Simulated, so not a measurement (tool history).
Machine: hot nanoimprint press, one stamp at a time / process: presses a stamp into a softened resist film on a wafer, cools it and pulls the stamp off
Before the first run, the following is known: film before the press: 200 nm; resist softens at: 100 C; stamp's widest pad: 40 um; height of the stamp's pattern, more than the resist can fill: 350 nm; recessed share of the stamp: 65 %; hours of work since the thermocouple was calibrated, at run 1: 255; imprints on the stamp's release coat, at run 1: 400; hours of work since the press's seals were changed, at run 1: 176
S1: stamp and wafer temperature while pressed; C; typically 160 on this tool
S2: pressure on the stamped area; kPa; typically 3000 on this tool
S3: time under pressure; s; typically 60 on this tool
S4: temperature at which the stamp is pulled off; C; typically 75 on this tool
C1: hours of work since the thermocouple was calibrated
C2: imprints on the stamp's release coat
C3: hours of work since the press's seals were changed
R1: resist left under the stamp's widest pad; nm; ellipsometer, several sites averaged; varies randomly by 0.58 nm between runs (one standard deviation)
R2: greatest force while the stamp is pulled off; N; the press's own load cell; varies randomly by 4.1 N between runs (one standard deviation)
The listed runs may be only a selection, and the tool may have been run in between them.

{"run": 1, "day": 0.0, "S1": 160, "S2": 3000, "S3": 60, "S4": 75, "C1": 255, "C2": 400, "C3": 176, "R1": 94.1, "R2": 195}
{"run": 2, "day": 2.588, "S1": 149, "S2": 3000, "S3": 60, "S4": 75, "C1": 281, "C2": 493, "C3": 202, "R1": 161.5, "R2": 202}
{"run": 3, "day": 6.654, "S1": 160, "S2": 3000, "S3": 60, "S4": 64, "C1": 322, "C2": 639, "C3": 243, "R1": 95.5, "R2": 258}
{"run": 4, "day": 10.479, "S1": 160, "S2": 3000, "S3": 60, "S4": 75, "C1": 361, "C2": 776, "C3": 282, "R1": 93.5, "R2": 201}
{"run": 5, "day": 12.921, "S1": 160, "S2": 3000, "S3": 60, "S4": 75, "C1": 385, "C2": 864, "C3": 307, "R1": 93.2, "R2": 200}
{"run": 6, "day": 16.858, "S1": 160, "S2": 3000, "S3": 60, "S4": 75, "C1": 425, "C2": 1006, "C3": 346, "R1": 94.8, "R2": 196}
{"run": 7, "day": 19.954, "S1": 160, "S2": 3000, "S3": 60, "S4": 82, "C1": 457, "C2": 1117, "C3": 378, "R1": 92.2, "R2": 167}
{"day": 22.567, "done": "stamp cleaned and given a new release coat"}
{"day": 23.067, "done": "plate thermocouple calibrated"}
{"run": 8, "day": 23.604, "S1": 160, "S2": 3000, "S3": 60, "S4": 82, "C1": 5, "C2": 32, "C3": 411, "R1": 94.3, "R2": 164}
{"run": 9, "day": 26.867, "S1": 152, "S2": 3000, "S3": 60, "S4": 75, "C1": 38, "C2": 150, "C3": 444, "R1": 143.6, "R2": 206}
{"run": 10, "day": 29.129, "S1": 152, "S2": 3000, "S3": 60, "S4": 75, "C1": 61, "C2": 231, "C3": 467, "R1": 144.7, "R2": 202}
{"run": 11, "day": 32.354, "S1": 152, "S2": 3000, "S3": 60, "S4": 75, "C1": 94, "C2": 347, "C3": 499, "R1": 143.5, "R2": 196}
{"run": 12, "day": 34.446, "S1": 152, "S2": 3000, "S3": 60, "S4": 75, "C1": 115, "C2": 422, "C3": 520, "R1": 143.2, "R2": 198}
{"run": 13, "day": 37.992, "S1": 149, "S2": 3000, "S3": 60, "S4": 75, "C1": 151, "C2": 549, "C3": 556, "R1": 163.4, "R2": 198}
{"run": 14, "day": 41.738, "S1": 149, "S2": 3000, "S3": 60, "S4": 75, "C1": 189, "C2": 684, "C3": 594, "R1": 161.9, "R2": 201}
{"run": 15, "day": 45.754, "S1": 158, "S2": 3660, "S3": 44, "S4": 75, "C1": 229, "C2": 828, "C3": 635, "R1": 107.7, "R2": 207}
{"run": 16, "day": 47.579, "S1": 168, "S2": 3650, "S3": 59, "S4": 75, "C1": 248, "C2": 894, "C3": 653, "R1": 53.4, "R2": 197}
{"day": 49.696, "done": "press's hydraulic seals changed and the load cell set to zero"}
{"run": 17, "day": 50.996, "S1": 168, "S2": 3650, "S3": 59, "S4": 75, "C1": 279, "C2": 1004, "C3": 13, "R1": 54.0, "R2": 193}
{"run": 18, "day": 53.071, "S1": 165, "S2": 2610, "S3": 38, "S4": 80, "C1": 300, "C2": 1079, "C3": 34, "R1": 89.8, "R2": 177}
{"day": 56.779, "done": "stamp cleaned and given a new release coat"}
{"run": 19, "day": 56.95, "S1": 165, "S2": 2610, "S3": 38, "S4": 80, "C1": 337, "C2": 6, "C3": 71, "R1": 88.1, "R2": 174}
{"run": 20, "day": 60.012, "S1": 165, "S2": 2240, "S3": 38, "S4": 80, "C1": 368, "C2": 116, "C3": 102, "R1": 95.7, "R2": 178}
{"run": 21, "day": 62.95, "S1": 163, "S2": 2240, "S3": 38, "S4": 80, "C1": 397, "C2": 222, "C3": 131, "R1": 107.5, "R2": 172}
{"run": 22, "day": 65.358, "S1": 169, "S2": 3110, "S3": 60, "S4": 75, "C1": 422, "C2": 308, "C3": 156, "R1": 53.9, "R2": 196}
{"run": 23, "day": 69.071, "S1": 169, "S2": 3110, "S3": 60, "S4": 75, "C1": 459, "C2": 442, "C3": 193, "R1": 54.2, "R2": 201}
{"day": 71.529, "done": "plate thermocouple calibrated"}
{"run": 24, "day": 73.392, "S1": 160, "S2": 4430, "S3": 60, "S4": 75, "C1": 19, "C2": 593, "C3": 236, "R1": 78.7, "R2": 204}
{"run": 25, "day": 75.742, "S1": 150, "S2": 2490, "S3": 60, "S4": 61, "C1": 43, "C2": 677, "C3": 260, "R1": 161.4, "R2": 270}

Consider 3 possible next runs. They are alternatives, not a sequence: every one starts from the tool as it was left by run 25. What does each give?
{"run": "A", "day": 78.538, "S1": 160, "S2": 3000, "S3": 60, "S4": 79, "C1": 71, "C2": 777, "C3": 288, "R1": "?", "R2": "?"}
{"run": "B", "day": 78.538, "S1": 160, "S2": 2880, "S3": 113, "S4": 71, "C1": 71, "C2": 777, "C3": 288, "R1": "?", "R2": "?"}
{"run": "C", "day": 78.538, "S1": 163, "S2": 2490, "S3": 60, "S4": 78, "C1": 71, "C2": 777, "C3": 288, "R1": "?", "R2": "?"}

run=A R1=94.2 R2=179
run=B R1=75.2 R2=213
run=C R1=86.8 R2=189
Without the tool's hidden state the same runs would have given:
run=A R1=94.2 R2=178
run=B R1=75.2 R2=212
run=C R1=86.8 R2=188
